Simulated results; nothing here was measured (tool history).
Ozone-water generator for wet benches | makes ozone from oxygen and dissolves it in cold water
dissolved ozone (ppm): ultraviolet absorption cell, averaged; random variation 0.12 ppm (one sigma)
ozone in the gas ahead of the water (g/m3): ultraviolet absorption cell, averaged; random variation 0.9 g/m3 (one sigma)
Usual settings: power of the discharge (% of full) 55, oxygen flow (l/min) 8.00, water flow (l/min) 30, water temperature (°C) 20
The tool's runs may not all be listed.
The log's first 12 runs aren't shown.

run	hour	power of the discharge (% of full)	oxygen flow (l/min)	water flow (l/min)	water temperature (°C)	dissolved ozone (ppm)	ozone in the gas ahead of the water (g/m3)
13	365.7	55	8.00	30	27	10.0	151.0
# hour 387.6: water thermometer calibrated, once more
14	398.7	55	8.00	30	27	9.9	150.1
15	442.3	55	8.00	30	27	10.0	150.0
16	473.4	55	8.00	35	20	9.4	150.8
17	507.2	49	4.36	28	13	10.2	169.4
18	550.6	49	4.36	28	13	10.4	173.0
19	590.8	56	11.21	28	13	14.0	134.5
20	624.8	56	11.21	28	13	14.2	132.8
21	668.3	67	11.21	20	27	16.2	152.4
22	713.1	55	6.22	30	20	10.5	163.4
23	750.7	55	6.22	30	20	10.4	163.2
24	795.5	55	6.22	24	24	12.5	163.1
25	818.3	43	6.67	28	15	10.2	132.7
26	842.1	43	8.47	28	15	10.6	120.9
27	864.5	43	8.47	28	15	10.7	121.9
28	901.0	43	8.47	28	15	10.7	121.8
29	926.3	43	8.47	28	15	10.8	121.3
30	962.9	43	5.79	19	25	12.5	140.6
31	993.0	43	5.79	19	25	12.3	141.4
32	1021.1	43	5.79	19	25	12.2	138.7

4 ways to go on from here, each from the tool as it stands after run 32. What would each give?
A	1064.7	43	10.95	19	25	?	?
B	1064.7	66	8.44	25	25	?	?
C	1064.7	43	12.52	19	25	?	?
D	1064.7	55	6.00	30	20	?	?

run	dissolved ozone (ppm)	ozone in the gas ahead of the water (g/m3)
A	12.2	109.7
B	14.0	167.1
C	12.4	105.2
D	10.6	164.4
Without the tool's hidden state the same runs would have given:
run	dissolved ozone (ppm)	ozone in the gas ahead of the water (g/m3)
A	13.1	110.8
B	15.1	169.5
C	13.3	106.3
D	11.4	166.5
